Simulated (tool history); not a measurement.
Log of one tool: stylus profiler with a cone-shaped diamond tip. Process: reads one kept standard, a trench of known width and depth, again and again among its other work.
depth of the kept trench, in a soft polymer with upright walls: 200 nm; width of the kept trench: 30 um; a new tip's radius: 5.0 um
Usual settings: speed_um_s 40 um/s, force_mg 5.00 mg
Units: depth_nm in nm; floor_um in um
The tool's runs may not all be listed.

run    hour  speed_um_s  force_mg  depth_nm  floor_um
  1     0.0          40      5.00    202.74     26.14
  2    36.8          40      5.00    202.88     26.13
  3    76.4          40      5.00    203.07     26.12
  4   114.3          40      5.00    202.83     26.10
  5   163.1          40      5.00    202.88     26.05
  6   204.3          40      5.00    202.97     26.02
  7   247.4          40      5.00    202.92     25.98
  8   286.5          40      5.00    203.19     26.04
  9   320.4          40      5.00    202.81     26.01
 10   364.7          40      5.00    202.82     25.99
 11   399.2          40      5.00    203.01     25.98
 12   451.0          40      5.00    203.00     25.94
 13   496.7          40      5.00    203.03     25.94
      501.1  -- height scale calibrated on a step standard
      533.1  -- new tip fitted, height scale calibrated
 14   550.3          40      2.78    201.29     26.98
 15   578.5          40      7.65    202.46     27.06
      620.0  -- height scale calibrated on a step standard, once more
 16   631.4          40      5.00    202.00     27.01
 17   662.6          40      6.14    202.28     27.01
 18   707.2          40      2.35    201.14     26.92
 19   743.5          40      2.35    201.44     26.87
 20   796.3          40      5.00    202.00     26.90
 21   835.3          40      4.62    202.02     26.83
 22   873.1          40      4.62    202.22     26.85
 23   925.1          31      4.28    201.83     26.80
 24   960.6          39      2.04    201.16     26.77
 25   994.9         112     10.99    203.46     26.63
 26  1031.4          34      6.33    202.56     26.72
 27  1059.0          52      8.96    203.02     26.79
 28  1112.8          94      5.43    202.30     26.54
 29  1163.7          94      5.43    202.37     26.54
 30  1215.5          90      4.72    202.23     26.45
 31  1240.1          11      4.97    202.37     26.79
 32  1264.2          11      4.97    202.22     26.73
 33  1305.2          11      4.97    202.43     26.71
 34  1352.6          11      4.97    202.16     26.69
 35  1387.7          20      5.00    202.54     26.71
 36  1414.0          20      5.00    202.47     26.67
 37  1460.3          40     10.95    203.62     26.58
 38  1487.4          61      8.57    203.13     26.54
 39  1538.5          13     10.82    203.67     26.61
 40  1583.3          28      1.76    201.38     26.51

Forecast each of these 4 alternatives for the next run:
  A  1621.7          11      5.51         ?         ?
  B  1621.7          28      4.56         ?         ?
  C  1621.7          13      3.16         ?         ?
  D  1621.7          35      2.15         ?         ?

run  depth_nm  floor_um
  A    202.50     26.60
  B    202.35     26.52
  C    202.03     26.62
  D    201.50     26.47
Without the tool's hidden state the same runs would have given:
run  depth_nm  floor_um
  A    201.92     27.20
  B    201.77     27.12
  C    201.45     27.21
  D    200.92     27.06
